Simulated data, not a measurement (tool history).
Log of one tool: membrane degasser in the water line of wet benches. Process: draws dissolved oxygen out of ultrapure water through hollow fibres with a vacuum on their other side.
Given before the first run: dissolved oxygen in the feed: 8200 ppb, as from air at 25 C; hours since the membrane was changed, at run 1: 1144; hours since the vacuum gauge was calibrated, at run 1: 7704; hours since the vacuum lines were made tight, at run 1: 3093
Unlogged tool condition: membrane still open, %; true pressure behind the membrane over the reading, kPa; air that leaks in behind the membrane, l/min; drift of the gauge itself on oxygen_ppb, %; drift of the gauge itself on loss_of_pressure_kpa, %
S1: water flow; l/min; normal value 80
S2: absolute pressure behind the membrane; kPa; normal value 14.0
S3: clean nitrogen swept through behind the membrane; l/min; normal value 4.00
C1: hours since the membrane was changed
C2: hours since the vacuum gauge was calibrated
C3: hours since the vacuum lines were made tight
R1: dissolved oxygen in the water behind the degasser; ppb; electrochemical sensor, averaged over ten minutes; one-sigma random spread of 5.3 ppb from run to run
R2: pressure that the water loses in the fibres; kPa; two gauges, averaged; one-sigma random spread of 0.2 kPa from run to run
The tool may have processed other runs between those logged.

run   hour   S1    S2    S3    C1    C2    C3      R1     R2
  1    0.0   80  14.0  4.00  1144  7704  3093   611.1  45.22
  2   28.5   80  14.0  7.37  1172  7733  3121   412.1  45.15
  3   67.5   80  14.0  7.37  1211  7772  3160   414.8  44.93
  4  110.3   94  14.0  4.00  1254  7815  3203   722.7  52.94
  5  151.0   94  14.0  4.00  1295  7855  3244   733.7  52.74
  6  187.2   80  14.0  2.54  1331  7892  3280   809.0  44.77
  7  214.5  101  14.0  4.00  1359  7919  3307   783.3  56.80
  8  235.2  101  14.0  4.00  1379  7939  3328   788.6  57.02
  9  256.6  101  14.0  4.00  1401  7961  3349   787.5  57.53
 10  293.9   80  14.0  4.00  1438  7998  3386   600.6  45.37
 11  319.8   80  14.0  4.00  1464  8024  3412   601.6  45.38
 12  359.2   80  14.0  4.00  1503  8063  3452   607.4  45.25
 13  403.6   80  14.0  4.00  1548  8108  3496   600.7  45.22
 14  437.0   80  14.0  4.00  1581  8141  3530   596.8  45.35
 15  463.3  104  14.0  2.68  1607  8168  3556  1017.5  59.14
 16  501.0   52  14.7  4.00  1645  8205  3594   390.5  29.60
 17  532.4   80  14.7  4.00  1676  8237  3625   636.9  45.80
 18  564.7   78  28.4  4.00  1709  8269  3657  1114.3  44.89
 19  609.6   80  14.0  4.33  1754  8314  3702   574.8  46.09
     631.0  -- gauge calibrated
 20  631.2   80  11.5  7.73  1775  8335  3724   345.3  45.02
 21  679.7  123  20.0  1.80  1824  8384  3772  1969.3  68.97
 22  723.3   97  20.0  1.80  1867  8428  3816  1623.7  54.72
 23  751.2   97  20.0  1.80  1895  8455  3844  1627.0  54.32
 24  784.8   80  14.0  2.10  1929  8489  3877   895.5  45.05
 25  831.4   70  15.4  6.04  1975  8536  3924   427.9  39.14
 26  868.5   80  14.0  2.00  2012  8573  3961   931.3  45.32
 27  914.7   80  14.0  2.00  2059  8619  4007   940.0  45.46
 28  951.3   71  11.7  9.09  2095  8656  4044   278.9  40.30

Each row is a separate what-if for the run after 28, all from the same tool condition, not one after another. Results?
  A  987.2  96  14.0  7.30  2131  8692  4080   ?   ?
  B  987.2  86  11.7  9.09  2131  8692  4080   ?   ?
  C  987.2  50  25.1  2.62  2131  8692  4080   ?   ?
  D  987.2  49  31.5  9.65  2131  8692  4080   ?   ?

run     R1     R2
  A  535.5  53.97
  B  369.0  48.61
  C  890.4  28.13
  D  383.5  28.10
Stripped of hidden state, with their random variation kept, the same runs would have yielded:
run     R1     R2
  A  534.9  53.27
  B  368.4  47.98
  C  889.6  27.77
  D  383.2  27.74

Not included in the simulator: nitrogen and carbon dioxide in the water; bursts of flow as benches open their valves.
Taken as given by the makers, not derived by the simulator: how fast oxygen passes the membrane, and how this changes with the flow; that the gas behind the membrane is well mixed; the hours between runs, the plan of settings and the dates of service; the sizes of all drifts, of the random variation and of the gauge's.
